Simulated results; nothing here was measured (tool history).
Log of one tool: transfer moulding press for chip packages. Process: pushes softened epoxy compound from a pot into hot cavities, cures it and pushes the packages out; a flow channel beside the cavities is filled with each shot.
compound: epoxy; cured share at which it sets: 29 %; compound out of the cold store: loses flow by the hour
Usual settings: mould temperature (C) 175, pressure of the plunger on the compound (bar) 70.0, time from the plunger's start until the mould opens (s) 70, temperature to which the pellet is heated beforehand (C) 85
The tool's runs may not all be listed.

run	hour	mould temperature (C)	pressure of the plunger on the compound (bar)	time from the plunger's start until the mould opens (s)	temperature to which the pellet is heated beforehand (C)	incoming compound's hours out of the cold store	length that the compound runs in the flow channel (mm)	greatest force on the pins that push the packages out (N)
1	0.0	175	70.0	70	85	32.7	470.0	886
# hour 11.6: cavities cleaned with cleaning compound and waxed
2	13.5	175	70.0	70	76	14.7	524.0	565
# hour 29.1: plunger's sealing rings changed
3	32.0	175	70.0	70	76	23.9	512.6	841
# hour 55.8: cavities cleaned with cleaning compound and waxed
4	56.0	175	68.0	70	85	42.1	449.6	478
5	71.6	170	70.0	70	85	16.8	539.4	1062
6	83.7	170	70.0	70	85	12.9	554.1	1232
# hour 97.6: cavities cleaned with cleaning compound and waxed
7	100.8	175	70.0	70	85	15.6	531.8	577
8	119.0	177	70.0	70	85	37.1	464.0	780
9	134.9	177	70.0	70	85	9.1	549.8	970
# hour 140.1: cavities cleaned with cleaning compound and waxed
10	148.0	177	70.0	70	85	41.1	452.2	606
11	164.4	172	70.0	70	85	43.5	451.1	943
# hour 181.8: cavities cleaned with cleaning compound and waxed
12	185.4	182	70.0	70	85	41.9	440.0	459
13	203.3	182	70.0	70	85	24.9	487.3	692
# hour 223.1: cavities cleaned with cleaning compound and waxed
14	223.7	175	70.0	70	85	10.0	545.7	505
15	240.9	175	70.0	70	85	12.5	534.0	830
16	258.2	175	70.0	70	85	30.0	478.9	892
# hour 264.6: cavities cleaned with cleaning compound and waxed
# hour 274.0: plunger's sealing rings changed
17	276.9	174	83.5	100	93	20.5	567.6	525
18	295.9	174	83.5	100	93	32.9	526.2	694
# hour 305.2: mould's thermocouples calibrated
# hour 310.6: cavities cleaned with cleaning compound and waxed
19	311.9	169	73.8	75	93	19.4	547.3	626
20	325.3	167	58.4	104	87	15.3	501.1	647
21	342.5	167	58.4	104	87	12.9	509.6	798
# hour 353.2: cavities cleaned with cleaning compound and waxed
22	353.4	178	69.6	107	79	19.4	514.8	373
23	373.6	175	81.5	53	85	12.9	582.9	1779
24	392.0	169	81.5	53	85	26.7	545.3	2562
# hour 394.8: cavities cleaned with cleaning compound and waxed
25	409.2	169	81.5	53	85	44.6	485.1	1894
26	424.2	169	81.5	53	85	45.3	484.4	2233
# hour 436.0: cavities cleaned with cleaning compound and waxed
27	438.9	169	81.5	53	85	33.0	521.7	1430

5 ways to go on from here, each from the tool as it stands after run 27. What would each give?
A	454.5	175	77.8	70	85	15.5	?	?
B	454.5	175	77.5	72	85	28.2	?	?
C	454.5	175	75.9	64	85	28.6	?	?
D	454.5	169	81.5	99	85	30.5	?	?
E	454.5	171	69.4	70	85	28.6	?	?

run	length that the compound runs in the flow channel (mm)	greatest force on the pins that push the packages out (N)
A	554.2	825
B	511.1	777
C	503.8	961
D	526.7	633
E	488.4	966
Without the tool's hidden state the same runs would have given:
run	length that the compound runs in the flow channel (mm)	greatest force on the pins that push the packages out (N)
A	568.6	502
B	524.4	475
C	516.8	590
D	540.4	379
E	501.1	593
